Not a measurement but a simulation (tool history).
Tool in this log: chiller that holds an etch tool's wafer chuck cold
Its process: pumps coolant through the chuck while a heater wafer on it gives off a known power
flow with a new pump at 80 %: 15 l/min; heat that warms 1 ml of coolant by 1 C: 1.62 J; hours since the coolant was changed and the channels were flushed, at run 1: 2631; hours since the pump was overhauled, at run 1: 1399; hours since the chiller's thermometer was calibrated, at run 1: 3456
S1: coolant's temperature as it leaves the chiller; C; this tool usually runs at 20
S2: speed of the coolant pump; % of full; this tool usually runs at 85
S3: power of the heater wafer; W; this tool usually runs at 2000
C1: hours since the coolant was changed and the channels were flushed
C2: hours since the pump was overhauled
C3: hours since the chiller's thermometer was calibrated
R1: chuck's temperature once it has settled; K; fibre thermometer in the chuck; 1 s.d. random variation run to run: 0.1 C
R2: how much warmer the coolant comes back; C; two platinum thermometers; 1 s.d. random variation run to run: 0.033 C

Run 1, hour 0.0: usual settings; C1 2631; C2 1399; C3 3456. Result: R1 305.25 K, R2 4.67 C.
Run 2, hour 36.6: usual settings but S1 14 C; C1 2668; C2 1436; C3 3493. Result: R1 299.05 K, R2 4.74 C.
Run 3, hour 71.1: usual settings but S1 11 C; C1 2702; C2 1470; C3 3527. Result: R1 296.15 K, R2 4.68 C.
Run 4, hour 102.0: usual settings but S1 11 C; C1 2733; C2 1501; C3 3558. Result: R1 296.25 K, R2 4.68 C.
Run 5, hour 129.2: usual settings but S3 1440 W; C1 2760; C2 1528; C3 3585. Result: R1 301.75 K, R2 3.42 C.
Run 6, hour 160.0: usual settings but S1 14 C, S3 1535 W; C1 2791; C2 1559; C3 3616. Result: R1 296.35 K, R2 3.64 C.
Run 7, hour 178.8: usual settings but S1 14 C, S3 1535 W; C1 2810; C2 1578; C3 3635. Result: R1 296.45 K, R2 3.58 C.
Run 8, hour 216.6: usual settings but S1 12 C, S2 80 % of full, S3 1425 W; C1 2848; C2 1616; C3 3673. Result: R1 293.95 K, R2 3.66 C.
Run 9, hour 234.3: usual settings but S1 22 C, S2 66 % of full, S3 1293 W; C1 2866; C2 1633; C3 3690. Result: R1 304.35 K, R2 3.95 C.
Run 10, hour 266.8: usual settings but S1 22 C, S2 66 % of full, S3 1293 W; C1 2898; C2 1666; C3 3723. Result: R1 304.45 K, R2 3.96 C.

Predict each of these 4 candidate next runs independently; none follows another, all start after run 10:
Run A, hour 283.7: usual settings but S1 22 C, S2 69 % of full, S3 2237 W; C1 2915; C2 1683; C3 3740. Result: R1 ?, R2 ?.
Run B, hour 283.7: usual settings but S1 11 C, S2 66 % of full, S3 1043 W; C1 2915; C2 1683; C3 3740. Result: R1 ?, R2 ?.
Run C, hour 283.7: usual settings but S1 19 C; C1 2915; C2 1683; C3 3740. Result: R1 ?, R2 ?.
Run D, hour 283.7: usual settings but S3 2588 W; C1 2915; C2 1683; C3 3740. Result: R1 ?, R2 ?.

run      R1    R2
  A  310.65  6.48
  B  291.65  3.16
  C  303.95  4.75
  D  308.55  6.06
The same runs, with their run-to-run variation unchanged, on a tool lacking any hidden condition would have given:
run      R1    R2
  A  310.55  6.40
  B  291.65  3.08
  C  303.95  4.67
  D  308.45  5.98

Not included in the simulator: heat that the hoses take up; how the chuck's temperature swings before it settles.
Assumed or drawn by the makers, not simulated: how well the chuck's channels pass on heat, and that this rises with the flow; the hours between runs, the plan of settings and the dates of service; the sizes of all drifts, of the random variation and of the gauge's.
